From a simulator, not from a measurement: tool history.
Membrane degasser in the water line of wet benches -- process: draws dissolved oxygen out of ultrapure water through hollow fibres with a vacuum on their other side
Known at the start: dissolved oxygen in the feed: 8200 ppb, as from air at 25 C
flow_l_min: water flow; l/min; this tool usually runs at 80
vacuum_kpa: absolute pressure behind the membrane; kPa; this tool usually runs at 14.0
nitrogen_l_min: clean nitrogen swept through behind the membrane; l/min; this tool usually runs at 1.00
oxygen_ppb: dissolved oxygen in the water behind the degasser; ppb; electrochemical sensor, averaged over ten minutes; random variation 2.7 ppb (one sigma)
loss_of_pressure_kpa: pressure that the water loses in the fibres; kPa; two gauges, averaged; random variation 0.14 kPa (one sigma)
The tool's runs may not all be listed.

run,day,flow_l_min,vacuum_kpa,nitrogen_l_min,oxygen_ppb,loss_of_pressure_kpa
1,0.000,80,14.0,1.00,1375.7,37.27
2,1.646,80,14.0,1.00,1366.9,37.08
3,3.300,80,14.0,1.00,1376.1,36.88
4,5.358,80,24.2,1.00,2313.5,36.94
5,7.483,80,24.2,1.00,2314.1,36.81
6,9.529,80,24.2,1.00,2297.0,36.99
7,11.217,80,24.2,1.00,2310.7,36.95
8,13.588,80,20.4,1.00,1986.0,36.87
9,14.738,80,14.0,1.00,1376.5,37.05
10,16.821,80,14.0,1.00,1380.1,37.17
11,18.000,80,14.0,1.00,1382.5,37.00
12,19.150,80,14.0,1.00,1377.9,36.95
13,20.838,80,14.0,0.83,1529.0,36.87
14,22.467,80,14.0,0.41,2142.7,37.25
15,23.783,80,20.7,1.00,2011.0,37.05
16,25.338,80,20.7,1.00,2017.6,37.01
17,27.288,73,22.0,1.58,1527.4,33.93
18,29.308,114,12.0,1.46,1205.8,52.92
19,30.529,52,16.1,0.78,1393.2,24.21
20,31.700,83,16.1,1.98,1073.9,38.59
21,33.612,80,10.4,0.66,1241.6,36.94
22,35.088,80,10.4,0.66,1244.9,37.10
23,37.008,80,10.4,0.66,1244.0,37.28
24,38.567,80,10.4,0.66,1243.2,37.38
25,40.371,52,10.2,0.74,858.3,24.25
26,41.517,75,18.8,0.88,1907.1,34.75
27,43.833,88,22.3,0.66,2804.2,40.81
28,45.562,117,22.3,0.61,3307.3,54.58
29,46.638,112,10.4,1.39,1055.8,52.35
30,48.667,119,34.2,1.60,2983.2,55.27
31,49.738,118,24.6,0.74,3327.1,54.78
32,51.046,109,14.0,1.94,1170.6,50.79

Consider 3 possible next runs. They are alternatives, not a sequence: every one starts from the tool as it was left by run 32. What does each give?
A,52.233,127,14.0,0.87,?,?
B,52.233,70,16.8,0.50,?,?
C,52.233,55,9.4,0.58,?,?

run,oxygen_ppb,loss_of_pressure_kpa
A,1960.3,59.00
B,2201.1,32.76
C,934.6,25.50
What these runs would have given with no unlogged condition in the tool:
run,oxygen_ppb,loss_of_pressure_kpa
A,1928.9,58.19
B,2184.6,32.31
C,906.7,25.15
